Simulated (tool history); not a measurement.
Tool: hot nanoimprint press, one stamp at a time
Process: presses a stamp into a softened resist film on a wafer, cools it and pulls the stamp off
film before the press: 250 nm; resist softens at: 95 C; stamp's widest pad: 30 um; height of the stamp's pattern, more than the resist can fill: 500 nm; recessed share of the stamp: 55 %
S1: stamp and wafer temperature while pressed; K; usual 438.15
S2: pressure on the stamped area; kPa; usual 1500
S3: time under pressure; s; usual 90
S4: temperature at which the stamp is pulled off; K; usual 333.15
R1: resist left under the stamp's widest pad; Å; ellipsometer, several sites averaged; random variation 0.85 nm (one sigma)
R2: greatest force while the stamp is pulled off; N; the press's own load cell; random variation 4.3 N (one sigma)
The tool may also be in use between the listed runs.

run,hour,S1,S2,S3,S4,R1,R2
1,0.0,438.15,1500,90,333.15,1279,296
2,9.1,438.15,1500,90,339.15,1272,259
3,15.8,438.15,1500,180,339.15,998,256
4,24.0,438.15,1010,180,339.15,1233,264
5,36.8,438.15,1500,90,333.15,1268,305
6,47.7,438.15,1500,90,333.15,1265,312
7,54.1,438.15,1500,133,333.15,1122,318
# hour 71.3: stamp cleaned and given a new release coat
8,74.4,438.15,1500,133,333.15,1104,204
9,85.4,438.15,950,90,333.15,1570,212
10,91.7,438.15,950,90,333.15,1561,218
11,106.0,438.15,950,90,333.15,1569,222
12,119.2,438.15,1940,90,333.15,1119,226
13,127.2,438.15,1500,90,333.15,1280,223
14,133.8,438.15,1500,90,333.15,1260,223
15,145.2,438.15,1500,90,319.15,1266,301
16,158.7,439.15,1490,156,318.15,1015,313
17,167.6,448.15,1490,114,318.15,743,324
18,182.1,435.15,1840,90,333.15,1318,235
19,194.2,431.15,1500,93,328.15,1681,261
20,203.1,446.15,2110,90,328.15,730,267
21,218.0,438.15,1750,90,337.15,1169,218
22,226.9,426.15,1500,90,333.15,2012,233
23,238.6,438.15,1500,85,319.15,1282,340
24,246.4,438.15,1110,128,319.15,1292,331
25,259.6,438.15,1110,128,319.15,1288,342

Forecast run 26:
26,269.4,433.15,1270,145,324.15,?,?

R1: 1460 Å
R2: 313 N
Without the tool's hidden state the same run would have given R1 1480 Å, R2 266 N.

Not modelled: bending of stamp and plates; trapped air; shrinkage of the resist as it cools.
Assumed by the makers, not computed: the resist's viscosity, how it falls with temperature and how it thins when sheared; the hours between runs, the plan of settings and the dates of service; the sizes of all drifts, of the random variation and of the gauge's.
